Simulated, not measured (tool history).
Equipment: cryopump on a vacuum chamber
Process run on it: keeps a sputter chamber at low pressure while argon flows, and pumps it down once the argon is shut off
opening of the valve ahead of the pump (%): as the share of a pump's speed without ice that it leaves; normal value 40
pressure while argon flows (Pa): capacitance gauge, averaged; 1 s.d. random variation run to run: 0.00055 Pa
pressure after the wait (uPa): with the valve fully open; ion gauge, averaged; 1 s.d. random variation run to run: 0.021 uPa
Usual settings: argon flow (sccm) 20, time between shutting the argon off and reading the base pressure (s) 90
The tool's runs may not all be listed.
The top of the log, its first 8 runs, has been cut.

run,hour,argon flow (sccm),time between shutting the argon off and reading the base pressure (s),opening of the valve ahead of the pump (%),hours of work since the pump was warmed up and emptied,hours of work since the cold head was overhauled,hours of work since the chamber's fittings were tightened,pressure while argon flows (Pa),pressure after the wait (uPa)
9,511.1,20,90,40,479,479,554,0.0609,1.68
10,598.4,20,90,40,544,544,619,0.0621,1.9
11,638.8,34,90,40,574,574,649,0.1061,1.92
# hour 697.7: pump warmed up, emptied and cooled again
12,709.4,34,90,40,9,622,698,0.0941,1.63
13,777.6,34,90,40,59,673,748,0.0955,1.74
14,823.4,34,90,40,93,707,782,0.0969,1.84
15,895.3,20,90,30,147,760,835,0.0757,1.96
16,936,20,90,30,177,790,866,0.0746,2.13
17,987.9,20,90,40,215,829,904,0.0575,2.21
18,1055.6,20,90,23,266,879,954,0.0988,2.43
19,1127.8,24,127,60,319,933,1008,0.0489,2.39
20,1170.7,36,90,16,351,965,1040,0.257,2.59
21,1220.1,36,108,17,388,1001,1076,0.2441,2.63
22,1282.5,29,60,27,434,1048,1123,0.1279,3.03
23,1367.5,29,63,27,497,1111,1186,0.1283,3.21
24,1451.4,39,63,16,559,1173,1248,0.2845,3.43
# hour 1527.6: pump warmed up, emptied and cooled again
25,1530.2,24,90,15,2,1228,1303,0.1777,2.67
26,1590.2,24,90,15,46,1272,1347,0.1774,2.86
27,1643.1,24,90,15,86,1311,1387,0.1772,2.91
28,1716.1,22,256,16,140,1366,1441,0.1528,2.94
# hour 1744.8: leaking fittings of the chamber tightened, without venting
29,1789.4,16,53,49,193,1418,33,0.0382,0.79
30,1868.1,20,152,34,251,1477,91,0.0679,0.59
31,1907.4,17,28,15,280,1506,121,0.1289,1.48

Predict the results of run 32:
32,1955.4,17,148,23,316,1542,156,?,?

Run 32 came out at pressure while argon flows (Pa) 0.0861, pressure after the wait (uPa) 0.73.
With the hidden condition absent and the run-to-run variation left alone, this run would have shown pressure while argon flows (Pa) 0.0822, pressure after the wait (uPa) 0.38.
